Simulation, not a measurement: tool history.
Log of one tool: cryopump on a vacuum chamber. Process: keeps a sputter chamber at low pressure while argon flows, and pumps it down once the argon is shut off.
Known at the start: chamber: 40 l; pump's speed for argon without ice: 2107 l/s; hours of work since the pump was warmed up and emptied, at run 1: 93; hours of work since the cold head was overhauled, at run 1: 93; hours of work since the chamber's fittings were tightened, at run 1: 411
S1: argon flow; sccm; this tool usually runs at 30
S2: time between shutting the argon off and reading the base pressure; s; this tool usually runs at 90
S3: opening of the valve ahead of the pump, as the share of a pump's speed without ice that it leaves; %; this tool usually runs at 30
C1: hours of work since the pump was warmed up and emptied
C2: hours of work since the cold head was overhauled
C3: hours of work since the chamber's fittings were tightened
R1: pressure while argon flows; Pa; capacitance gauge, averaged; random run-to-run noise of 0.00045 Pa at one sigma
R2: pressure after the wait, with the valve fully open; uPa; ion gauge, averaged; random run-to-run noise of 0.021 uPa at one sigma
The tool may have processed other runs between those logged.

{"run": 1, "hour": 0.0, "S1": 30, "S2": 90, "S3": 30, "C1": 93, "C2": 93, "C3": 411, "R1": 0.0808, "R2": 0.79}
{"run": 2, "hour": 11.0, "S1": 30, "S2": 90, "S3": 30, "C1": 99, "C2": 99, "C3": 418, "R1": 0.0813, "R2": 0.84}
{"run": 3, "hour": 19.5, "S1": 30, "S2": 90, "S3": 30, "C1": 104, "C2": 104, "C3": 423, "R1": 0.0807, "R2": 0.8}
{"run": 4, "hour": 29.8, "S1": 30, "S2": 90, "S3": 30, "C1": 110, "C2": 110, "C3": 429, "R1": 0.081, "R2": 0.82}
{"run": 5, "hour": 41.4, "S1": 30, "S2": 90, "S3": 30, "C1": 117, "C2": 117, "C3": 435, "R1": 0.0803, "R2": 0.79}
{"run": 6, "hour": 52.8, "S1": 30, "S2": 90, "S3": 30, "C1": 124, "C2": 124, "C3": 442, "R1": 0.0807, "R2": 0.8}
{"run": 7, "hour": 71.2, "S1": 30, "S2": 98, "S3": 30, "C1": 135, "C2": 135, "C3": 453, "R1": 0.0812, "R2": 0.82}
{"run": 8, "hour": 89.8, "S1": 30, "S2": 98, "S3": 30, "C1": 146, "C2": 146, "C3": 464, "R1": 0.0811, "R2": 0.84}
{"run": 9, "hour": 99.5, "S1": 30, "S2": 90, "S3": 21, "C1": 151, "C2": 151, "C3": 470, "R1": 0.1163, "R2": 0.84}
{"run": 10, "hour": 110.6, "S1": 30, "S2": 108, "S3": 21, "C1": 158, "C2": 158, "C3": 476, "R1": 0.1163, "R2": 0.76}
{"run": 11, "hour": 125.7, "S1": 30, "S2": 108, "S3": 19, "C1": 167, "C2": 167, "C3": 485, "R1": 0.1276, "R2": 0.8}
{"run": 12, "hour": 140.7, "S1": 30, "S2": 108, "S3": 19, "C1": 176, "C2": 176, "C3": 494, "R1": 0.1273, "R2": 0.81}
{"run": 13, "hour": 151.9, "S1": 30, "S2": 108, "S3": 19, "C1": 182, "C2": 182, "C3": 500, "R1": 0.1266, "R2": 0.85}
{"run": 14, "hour": 161.6, "S1": 30, "S2": 108, "S3": 19, "C1": 188, "C2": 188, "C3": 506, "R1": 0.1281, "R2": 0.8}
{"run": 15, "hour": 173.8, "S1": 30, "S2": 90, "S3": 30, "C1": 195, "C2": 195, "C3": 513, "R1": 0.0813, "R2": 0.9}
{"run": 16, "hour": 191.1, "S1": 30, "S2": 90, "S3": 26, "C1": 205, "C2": 205, "C3": 523, "R1": 0.0934, "R2": 0.88}
{"run": 17, "hour": 205.3, "S1": 30, "S2": 90, "S3": 26, "C1": 214, "C2": 214, "C3": 532, "R1": 0.093, "R2": 0.9}
{"run": 18, "hour": 223.8, "S1": 30, "S2": 63, "S3": 30, "C1": 224, "C2": 224, "C3": 543, "R1": 0.0817, "R2": 1.04}
{"run": 19, "hour": 240.0, "S1": 56, "S2": 37, "S3": 48, "C1": 234, "C2": 234, "C3": 552, "R1": 0.0954, "R2": 1.44}

Forecast run 20:
{"run": 20, "hour": 255.3, "S1": 13, "S2": 66, "S3": 50, "C1": 243, "C2": 243, "C3": 561, "R1": "?", "R2": "?"}

Run 20 came out at R1 0.0220 Pa, R2 1.06 uPa.
Without the tool's hidden state the same run would have given R1 0.0215 Pa, R2 0.65 uPa.

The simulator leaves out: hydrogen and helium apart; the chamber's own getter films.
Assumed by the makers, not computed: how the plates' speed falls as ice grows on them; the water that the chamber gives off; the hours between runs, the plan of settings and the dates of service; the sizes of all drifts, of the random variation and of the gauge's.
